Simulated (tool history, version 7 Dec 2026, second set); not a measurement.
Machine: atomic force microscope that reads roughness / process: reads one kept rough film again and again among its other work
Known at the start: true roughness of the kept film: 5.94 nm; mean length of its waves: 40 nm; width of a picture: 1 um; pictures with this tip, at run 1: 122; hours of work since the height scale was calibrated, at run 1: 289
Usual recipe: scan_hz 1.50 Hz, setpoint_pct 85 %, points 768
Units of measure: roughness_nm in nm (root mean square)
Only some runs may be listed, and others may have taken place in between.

run   hour  scan_hz  setpoint_pct  points  pictures with this tip  hours of work since the height scale was calibrated  roughness_nm
  1    0.0     1.50            85     768                     122                                                  289         4.256
  2    7.2     1.50            85     768                     138                                                  295         4.218
  3   13.0     2.23            85     768                     151                                                  299         3.935
  4   24.5     2.23            85     768                     176                                                  307         3.926
  5   31.0     2.23            85     768                     190                                                  312         3.855
  6   37.8     2.23            85     768                     205                                                  317         3.855
  7   46.7     2.23            85     768                     224                                                  324         3.800
  8   58.3     1.50            85     741                     249                                                  332         4.011
  9   68.3     1.50            85     768                     271                                                  340         3.937
 10   77.3     1.50            85     768                     290                                                  346         3.940
 11   90.4     1.50            85     768                     319                                                  356         3.859
     100.5  -- new tip fitted
 12  101.2     1.50            85     768                       1                                                  364         4.509
 13  112.7     1.50            85     768                      26                                                  372         4.463
 14  121.3     1.50            85     666                      45                                                  379         4.390
 15  132.1     1.50            85     666                      68                                                  387         4.406
 16  141.5     1.50            61     768                      89                                                  394         4.804
 17  151.4     1.50            85     451                     110                                                  401         4.270
 18  157.3     1.50            86     768                     123                                                  405         4.224
 19  170.9     1.50            86     768                     153                                                  415         4.175
 20  184.5     1.50            86     768                     182                                                  425         4.105
 21  195.1     1.50            86     768                     205                                                  433         4.066
 22  202.3     1.50            86     768                     221                                                  438         4.030
 23  215.4     1.50            86     768                     249                                                  448         3.980
 24  227.4     1.50            82     768                     276                                                  457         4.038
 25  233.7     1.50            82     768                     289                                                  462         3.976
 26  242.2     0.51            82     768                     308                                                  468         4.254
 27  255.0     0.76            85     768                     336                                                  477         4.114
     257.4  -- new tip fitted
 28  264.5     0.81            85     795                      15                                                  484         4.802
 29  277.6     1.56            85     795                      44                                                  494         4.422
 30  286.0     1.56            85     795                      62                                                  500         4.395
 31  293.1     3.51            84     589                      77                                                  505         3.821
 32  301.3     3.51            84     589                      95                                                  511         3.776
 33  311.5     1.53            80     492                     117                                                  519         4.390
 34  322.7     0.96            65     768                     142                                                  527         4.698
 35  330.8     0.96            65     768                     159                                                  533         4.665
 36  342.9     0.79            59     663                     186                                                  542         4.678
 37  354.7     1.50            56     768                     211                                                  551         4.560
 38  367.4     1.50            56     768                     239                                                  560         4.493
 39  378.0     3.56            63     663                     262                                                  568         4.162
 40  384.6     1.60            74     334                     276                                                  573         4.174
 41  391.8     1.72            85     368                     292                                                  578         3.891
 42  399.9     1.72            55     368                     309                                                  584         4.327
 43  406.8     1.72            55     368                     324                                                  589         4.279
     414.3  -- new tip fitted
 44  415.8     1.72            55     368                       3                                                  595         5.084
 45  426.8     1.72            55     570                      27                                                  603         5.007
 46  433.9     1.72            55     570                      42                                                  609         4.958
 47  442.5     1.50            67     768                      61                                                  615         4.815
 48  450.0     1.50            67     768                      77                                                  621         4.773
 49  462.5     1.50            67     768                     104                                                  630         4.665
 50  471.6     0.51            79     400                     124                                                  637         4.710
 51  483.0     0.51            79     400                     149                                                  645         4.654
 52  495.9     2.33            76     400                     177                                                  655         4.170
 53  509.9     2.33            76     400                     207                                                  665         4.118
 54  523.3     1.82            85     379                     236                                                  675         3.934

How the hidden state differs across the entries between the runs, from the last listed run before each to the first after it:
After run 11, before run 12: new tip fitted (hour 100.5)
  radius of the tip, nm: 24 -> 10.5; height scale over the true one, %: 0.75 -> 0.76
  difference, measured minus the result without the unlogged condition, roughness_nm: -0.658 -> +0.006 nm (root mean square)
After run 27, before run 28: new tip fitted (hour 257.4)
  radius of the tip, nm: 24.8 -> 10.8; height scale over the true one, %: 1.01 -> 1.03
  difference, measured minus the result without the unlogged condition, roughness_nm: -0.728 -> +0.003 nm (root mean square)
After run 43, before run 44: new tip fitted (hour 414.3)
  radius of the tip, nm: 23.9 -> 10.3; height scale over the true one, %: 1.25 -> 1.27
  difference, measured minus the result without the unlogged condition, roughness_nm: -0.701 -> +0.042 nm (root mean square)

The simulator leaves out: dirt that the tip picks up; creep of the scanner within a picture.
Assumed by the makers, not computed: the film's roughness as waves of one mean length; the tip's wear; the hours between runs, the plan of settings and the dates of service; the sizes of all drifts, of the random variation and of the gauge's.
